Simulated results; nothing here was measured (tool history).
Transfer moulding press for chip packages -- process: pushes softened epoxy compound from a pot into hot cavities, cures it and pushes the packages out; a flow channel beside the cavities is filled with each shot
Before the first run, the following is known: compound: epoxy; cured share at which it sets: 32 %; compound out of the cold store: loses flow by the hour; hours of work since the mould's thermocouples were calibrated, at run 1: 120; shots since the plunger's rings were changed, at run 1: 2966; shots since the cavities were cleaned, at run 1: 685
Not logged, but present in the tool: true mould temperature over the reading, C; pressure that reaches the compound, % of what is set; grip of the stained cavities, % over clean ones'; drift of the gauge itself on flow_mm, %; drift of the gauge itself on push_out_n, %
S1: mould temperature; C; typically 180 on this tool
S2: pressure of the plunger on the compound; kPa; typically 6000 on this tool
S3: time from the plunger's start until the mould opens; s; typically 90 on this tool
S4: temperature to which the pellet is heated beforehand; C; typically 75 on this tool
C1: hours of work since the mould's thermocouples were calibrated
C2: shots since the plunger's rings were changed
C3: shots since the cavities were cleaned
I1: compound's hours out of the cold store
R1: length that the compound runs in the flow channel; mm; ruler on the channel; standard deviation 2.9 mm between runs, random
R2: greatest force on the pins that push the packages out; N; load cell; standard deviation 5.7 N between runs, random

run 1 hour=0 | S1=180 S2=6000 S3=90 S4=75 | C1=120 C2=2966 C3=685 | I1=45.1 | R1=508 R2=394
run 2 hour=16.7 | S1=180 S2=6000 S3=90 S4=75 | C1=132 C2=3180 C3=899 | I1=44.7 | R1=505 R2=419
-- hour=37.4 cavities cleaned with cleaning compound and waxed
run 3 hour=55.5 | S1=180 S2=6000 S3=90 S4=75 | C1=159 C2=3657 C3=232 | I1=31.4 | R1=532 R2=341
run 4 hour=79.8 | S1=180 S2=6000 S3=90 S4=75 | C1=176 C2=3968 C3=543 | I1=37.9 | R1=514 R2=412
run 5 hour=102.8 | S1=180 S2=6000 S3=90 S4=75 | C1=193 C2=4262 C3=837 | I1=12.1 | R1=560 R2=437
-- hour=128.3 cavities cleaned with cleaning compound and waxed
run 6 hour=136.2 | S1=180 S2=6000 S3=90 S4=75 | C1=216 C2=4670 C3=101 | I1=29.9 | R1=525 R2=257
run 7 hour=151.9 | S1=180 S2=6000 S3=90 S4=75 | C1=227 C2=4870 C3=301 | I1=36.6 | R1=515 R2=369
-- hour=187.4 plunger's sealing rings changed
run 8 hour=187.4 | S1=180 S2=6000 S3=90 S4=75 | C1=251 C2=0 C3=724 | I1=33.3 | R1=543 R2=428
run 9 hour=207.6 | S1=180 S2=6000 S3=90 S4=75 | C1=266 C2=258 C3=982 | I1=32.6 | R1=539 R2=445
-- hour=222.8 cavities cleaned with cleaning compound and waxed
run 10 hour=228.6 | S1=176 S2=6000 S3=90 S4=75 | C1=280 C2=507 C3=74 | I1=34 | R1=544 R2=333
run 11 hour=262.9 | S1=176 S2=6000 S3=90 S4=75 | C1=305 C2=946 C3=513 | I1=13.1 | R1=591 R2=519
-- hour=282.1 mould's thermocouples calibrated
run 12 hour=283.5 | S1=176 S2=6000 S3=90 S4=75 | C1=1 C2=1184 C3=751 | I1=23 | R1=566 R2=550
-- hour=316.9 cavities cleaned with cleaning compound and waxed
run 13 hour=318 | S1=180 S2=6000 S3=90 S4=84 | C1=25 C2=1606 C3=15 | I1=18.6 | R1=559 R2=217
run 14 hour=334 | S1=180 S2=6000 S3=90 S4=83 | C1=36 C2=1810 C3=219 | I1=43 | R1=509 R2=318
run 15 hour=364.6 | S1=181 S2=5920 S3=90 S4=83 | C1=59 C2=2202 C3=611 | I1=47.5 | R1=503 R2=386
run 16 hour=401.9 | S1=180 S2=6000 S3=90 S4=80 | C1=86 C2=2679 C3=1088 | I1=26 | R1=547 R2=434
-- hour=408.3 cavities cleaned with cleaning compound and waxed
run 17 hour=428.7 | S1=187 S2=6000 S3=128 S4=66 | C1=104 C2=3002 C3=261 | I1=15.3 | R1=547 R2=284
run 18 hour=452.5 | S1=175 S2=6000 S3=82 S4=77 | C1=121 C2=3306 C3=565 | I1=19.6 | R1=566 R2=692
run 19 hour=485.5 | S1=175 S2=6000 S3=122 S4=78 | C1=145 C2=3729 C3=988 | I1=17.5 | R1=567 R2=379
-- hour=500.9 cavities cleaned with cleaning compound and waxed
run 20 hour=509.2 | S1=180 S2=6000 S3=122 S4=70 | C1=161 C2=4013 C3=106 | I1=44.8 | R1=499 R2=232
run 21 hour=544.7 | S1=180 S2=6000 S3=117 S4=75 | C1=187 C2=4467 C3=560 | I1=42.6 | R1=504 R2=318
run 22 hour=560.7 | S1=184 S2=6000 S3=90 S4=73 | C1=198 C2=4672 C3=765 | I1=12.3 | R1=551 R2=370
-- hour=592.6 cavities cleaned with cleaning compound and waxed
run 23 hour=596.5 | S1=180 S2=6000 S3=86 S4=75 | C1=223 C2=5110 C3=49 | I1=15.1 | R1=557 R2=265
-- hour=614 plunger's sealing rings changed
run 24 hour=615.7 | S1=180 S2=6000 S3=86 S4=75 | C1=235 C2=21 C3=262 | I1=31.3 | R1=541 R2=393
run 25 hour=646.9 | S1=180 S2=4700 S3=86 S4=82 | C1=258 C2=421 C3=662 | I1=33.8 | R1=477 R2=423
run 26 hour=667.7 | S1=185 S2=4730 S3=90 S4=82 | C1=273 C2=687 C3=928 | I1=43.8 | R1=453 R2=369
-- hour=686.4 cavities cleaned with cleaning compound and waxed
run 27 hour=706.5 | S1=187 S2=5190 S3=90 S4=78 | C1=300 C2=1164 C3=258 | I1=42.8 | R1=465 R2=298

What if the next run were any one of these 4? Each begins from the tool's condition after run 27:
-- hour=731.8 mould's thermocouples calibrated
run A hour=734.3 | S1=180 S2=5330 S3=90 S4=75 | C1=2 C2=1494 C3=588 | I1=34.9 | R1=? R2=?
-- hour=731.8 mould's thermocouples calibrated
run B hour=734.3 | S1=187 S2=5190 S3=87 S4=78 | C1=2 C2=1494 C3=588 | I1=46.2 | R1=? R2=?
-- hour=731.8 mould's thermocouples calibrated
run C hour=734.3 | S1=180 S2=6000 S3=87 S4=70 | C1=2 C2=1494 C3=588 | I1=35.1 | R1=? R2=?
-- hour=731.8 mould's thermocouples calibrated
run D hour=734.3 | S1=180 S2=4990 S3=100 S4=75 | C1=2 C2=1494 C3=588 | I1=14.5 | R1=? R2=?

run=A R1=494 R2=402
run=B R1=460 R2=359
run=C R1=533 R2=418
run=D R1=522 R2=377
Without the tool's hidden state the same runs would have given:
run=A R1=502 R2=205
run=B R1=467 R2=180
run=C R1=541 R2=210
run=D R1=530 R2=195
